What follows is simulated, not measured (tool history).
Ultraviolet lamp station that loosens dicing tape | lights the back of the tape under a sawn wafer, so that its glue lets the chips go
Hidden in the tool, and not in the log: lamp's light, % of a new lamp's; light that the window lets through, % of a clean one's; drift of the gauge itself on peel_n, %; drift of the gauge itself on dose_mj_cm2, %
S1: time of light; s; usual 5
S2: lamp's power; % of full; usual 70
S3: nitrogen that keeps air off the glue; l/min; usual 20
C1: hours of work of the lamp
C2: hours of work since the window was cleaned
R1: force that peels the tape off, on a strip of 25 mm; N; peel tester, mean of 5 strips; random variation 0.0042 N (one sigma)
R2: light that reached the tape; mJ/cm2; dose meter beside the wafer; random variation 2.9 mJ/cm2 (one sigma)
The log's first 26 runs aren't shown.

Run 27, day 7.971: usual settings but S1 6 s; C1 220; C2 12. Result: R1 0.236 N, R2 472 mJ/cm2.
Run 28, day 8.333: usual settings but S1 8 s, S2 96 % of full; C1 224; C2 17. Result: R1 0.199 N, R2 866 mJ/cm2.
Run 29, day 8.542: usual settings but S1 8 s, S2 100 % of full; C1 227; C2 19. Result: R1 0.197 N, R2 894 mJ/cm2.
Run 30, day 8.804: usual settings but S1 8 s, S2 100 % of full; C1 230; C2 22. Result: R1 0.198 N, R2 905 mJ/cm2.
Run 31, day 9.146: usual settings but S1 8 s; C1 234; C2 26. Result: R1 0.206 N, R2 626 mJ/cm2.
Run 32, day 9.483: usual settings but S1 10 s, S2 89 % of full; C1 238; C2 30. Result: R1 0.199 N, R2 1002 mJ/cm2.
Run 33, day 9.700: usual settings but S1 10 s, S2 89 % of full; C1 241; C2 33. Result: R1 0.198 N, R2 988 mJ/cm2.
Run 34, day 10.079: usual settings but S1 10 s, S2 89 % of full; C1 245; C2 38. Result: R1 0.201 N, R2 990 mJ/cm2.
Run 35, day 10.312: usual settings but S1 8 s, S2 90 % of full, S3 9 l/min; C1 248; C2 41. Result: R1 0.201 N, R2 810 mJ/cm2.
Run 36, day 10.650: usual settings but S1 2 s, S2 93 % of full, S3 12 l/min; C1 252; C2 45. Result: R1 0.718 N, R2 206 mJ/cm2.
Run 37, day 10.967: usual settings but S1 2 s, S2 93 % of full, S3 12 l/min; C1 256; C2 48. Result: R1 0.727 N, R2 207 mJ/cm2.
Run 38, day 11.242: usual settings but S2 64 % of full; C1 259; C2 52. Result: R1 0.295 N, R2 354 mJ/cm2.
Run 39, day 11.504: usual settings but S2 90 % of full, S3 21 l/min; C1 262; C2 55. Result: R1 0.227 N, R2 500 mJ/cm2.
Run 40, day 11.850: usual settings but S2 90 % of full, S3 21 l/min; C1 266; C2 59. Result: R1 0.223 N, R2 499 mJ/cm2.
Run 41, day 12.175: usual settings but S1 8 s, S2 81 % of full, S3 6 l/min; C1 270; C2 63. Result: R1 0.207 N, R2 722 mJ/cm2.
Run 42, day 12.458: usual settings but S1 8 s, S2 91 % of full, S3 14 l/min; C1 274; C2 66. Result: R1 0.200 N, R2 804 mJ/cm2.
Run 43, day 12.683: usual settings but S1 8 s, S2 91 % of full, S3 14 l/min; C1 277; C2 69. Result: R1 0.201 N, R2 810 mJ/cm2.

Forecast each of these 3 alternatives for the next run:
Run A, day 13.050: usual settings but S1 4 s, S3 14 l/min; C1 281; C2 74. Result: R1 ?, R2 ?.
Run B, day 13.050: usual settings but S1 8 s, S2 75 % of full, S3 40 l/min; C1 281; C2 74. Result: R1 ?, R2 ?.
Run C, day 13.050: usual settings but S1 3 s, S2 95 % of full, S3 11 l/min; C1 281; C2 74. Result: R1 ?, R2 ?.

run     R1   R2
  A  0.377  314
  B  0.196  665
  C  0.409  315
Without the tool's hidden state the same runs would have given:
run     R1   R2
  A  0.351  331
  B  0.195  702
  C  0.380  332
